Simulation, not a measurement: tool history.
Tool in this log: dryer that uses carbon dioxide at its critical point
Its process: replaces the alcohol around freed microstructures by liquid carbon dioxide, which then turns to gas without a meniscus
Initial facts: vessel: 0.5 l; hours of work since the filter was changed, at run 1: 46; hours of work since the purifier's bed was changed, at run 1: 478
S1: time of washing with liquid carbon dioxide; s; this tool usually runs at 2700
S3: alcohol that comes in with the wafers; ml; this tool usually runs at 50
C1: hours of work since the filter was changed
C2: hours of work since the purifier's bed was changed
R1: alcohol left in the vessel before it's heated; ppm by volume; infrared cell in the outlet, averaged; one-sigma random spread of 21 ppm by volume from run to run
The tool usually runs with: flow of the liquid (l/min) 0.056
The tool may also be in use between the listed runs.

run 1 hour=0 | S1=2700 flow_of_the_liquid_(l/min)=0.056 S3=50 | C1=46 C2=478 | R1=1554
run 2 hour=27.5 | S1=2700 flow_of_the_liquid_(l/min)=0.0436 S3=50 | C1=62 C2=494 | R1=4185
run 3 hour=54.2 | S1=2700 flow_of_the_liquid_(l/min)=0.0436 S3=50 | C1=77 C2=510 | R1=4158
run 4 hour=68.2 | S1=2700 flow_of_the_liquid_(l/min)=0.0436 S3=50 | C1=85 C2=518 | R1=4277
run 5 hour=96.7 | S1=2700 flow_of_the_liquid_(l/min)=0.0436 S3=50 | C1=102 C2=534 | R1=4187
run 6 hour=114.8 | S1=2700 flow_of_the_liquid_(l/min)=0.056 S3=50 | C1=112 C2=545 | R1=1640
run 7 hour=132.9 | S1=2700 flow_of_the_liquid_(l/min)=0.0388 S3=50 | C1=123 C2=555 | R1=6271
run 8 hour=147.5 | S1=2700 flow_of_the_liquid_(l/min)=0.0388 S3=50 | C1=131 C2=564 | R1=6300
run 9 hour=172 | S1=2700 flow_of_the_liquid_(l/min)=0.0388 S3=50 | C1=145 C2=578 | R1=6336
run 10 hour=191.6 | S1=2700 flow_of_the_liquid_(l/min)=0.0429 S3=50 | C1=157 C2=589 | R1=4852
run 11 hour=209.2 | S1=2880 flow_of_the_liquid_(l/min)=0.0784 S3=50 | C1=167 C2=599 | R1=292
run 12 hour=229.4 | S1=3600 flow_of_the_liquid_(l/min)=0.0651 S3=50 | C1=178 C2=611 | R1=259
run 13 hour=243.9 | S1=2700 flow_of_the_liquid_(l/min)=0.0422 S3=82 | C1=187 C2=619 | R1=8238
run 14 hour=275.4 | S1=3180 flow_of_the_liquid_(l/min)=0.0921 S3=20 | C1=205 C2=638 | R1=118
run 15 hour=306.9 | S1=2700 flow_of_the_liquid_(l/min)=0.0442 S3=83 | C1=223 C2=656 | R1=7378
run 16 hour=339.6 | S1=2700 flow_of_the_liquid_(l/min)=0.056 S3=29 | C1=242 C2=675 | R1=1167
run 17 hour=355 | S1=4200 flow_of_the_liquid_(l/min)=0.0757 S3=23 | C1=251 C2=684 | R1=124

3 ways to go on from here, each from the tool as it stands after run 17. What would each give?
run A hour=370 | S1=2580 flow_of_the_liquid_(l/min)=0.0432 S3=44 | C1=260 C2=692 | R1=?
run B hour=370 | S1=2700 flow_of_the_liquid_(l/min)=0.0556 S3=40 | C1=260 C2=692 | R1=?
run C hour=370 | S1=2700 flow_of_the_liquid_(l/min)=0.056 S3=42 | C1=260 C2=692 | R1=?

run=A R1=4847
run=B R1=1620
run=C R1=1662
Had the tool no hidden state, the same runs would have come out as:
run=A R1=3872
run=B R1=1145
run=C R1=1174
